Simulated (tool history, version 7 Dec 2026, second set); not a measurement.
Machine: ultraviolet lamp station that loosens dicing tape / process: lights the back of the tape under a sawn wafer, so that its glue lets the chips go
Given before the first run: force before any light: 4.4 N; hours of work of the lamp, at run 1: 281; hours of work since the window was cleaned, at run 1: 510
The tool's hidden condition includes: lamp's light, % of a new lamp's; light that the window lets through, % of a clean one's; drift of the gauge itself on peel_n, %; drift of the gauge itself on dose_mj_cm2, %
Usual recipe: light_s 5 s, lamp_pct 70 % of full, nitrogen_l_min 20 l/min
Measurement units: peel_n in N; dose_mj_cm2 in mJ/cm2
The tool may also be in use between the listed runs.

run	hour	light_s	lamp_pct	nitrogen_l_min	hours of work of the lamp	hours of work since the window was cleaned	peel_n	dose_mj_cm2
1	0.0	5	70	20	281	510	0.736	199
2	48.1	5	70	20	304	533	0.761	193
3	89.9	5	70	20	324	553	0.743	194
4	112.7	5	70	20	335	564	0.769	191
5	160.9	5	98	20	358	588	0.420	263
6	211.9	5	98	20	383	612	0.453	257
7	254.2	5	98	20	403	633	0.466	255
8	284.2	5	98	20	418	647	0.476	256
9	314.9	5	70	20	433	662	0.850	180
10	346.4	5	70	26	448	677	0.769	178
# hour 369.3: window cleaned of glue's vapour
11	373.6	5	70	26	461	2	0.904	165
12	416.1	5	70	26	481	23	0.887	160
13	440.9	5	70	26	493	34	0.904	158
14	466.6	5	70	26	505	47	0.954	159
15	513.0	4	70	26	528	69	1.209	126
16	540.0	4	70	26	541	82	1.233	125
17	569.1	5	73	20	555	96	0.965	162
18	596.8	5	73	20	568	110	1.026	161
# hour 621.5: window cleaned of glue's vapour, once more
19	627.0	5	73	20	582	3	0.641	213
20	671.0	5	73	20	604	24	0.631	210
21	692.5	5	73	20	614	34	0.643	209
22	739.5	5	61	35	637	57	0.751	171
23	785.7	2	95	20	659	79	1.618	109
24	815.2	6	100	10	673	93	0.371	332
25	865.3	5	66	18	697	117	0.875	177
26	911.8	5	70	19	720	140	0.774	189
27	940.4	5	88	20	733	154	0.518	238
28	972.6	5	88	20	749	169	0.540	240
29	1014.1	5	88	20	769	189	0.548	234
30	1060.8	5	70	20	791	212	0.816	183
31	1109.9	5	70	9	815	235	1.072	179
32	1157.1	5	70	9	838	258	1.099	177
33	1200.3	9	93	14	858	279	0.227	416

Predict each of these 5 candidate next runs independently; none follows another, all start after run 33:
A	1240.4	4	89	20	878	298	?	?
B	1240.4	2	70	20	878	298	?	?
C	1240.4	5	91	24	878	298	?	?
D	1240.4	9	93	18	878	298	?	?
E	1240.4	3	91	10	878	298	?	?

run	peel_n	dose_mj_cm2
A	0.859	178
B	2.188	68
C	0.529	222
D	0.198	417
E	1.436	136
Take away the tool's hidden state, keep each run's random variation, and the runs would have read:
run	peel_n	dose_mj_cm2
A	0.493	248
B	1.697	95
C	0.286	311
D	0.140	581
E	0.961	189
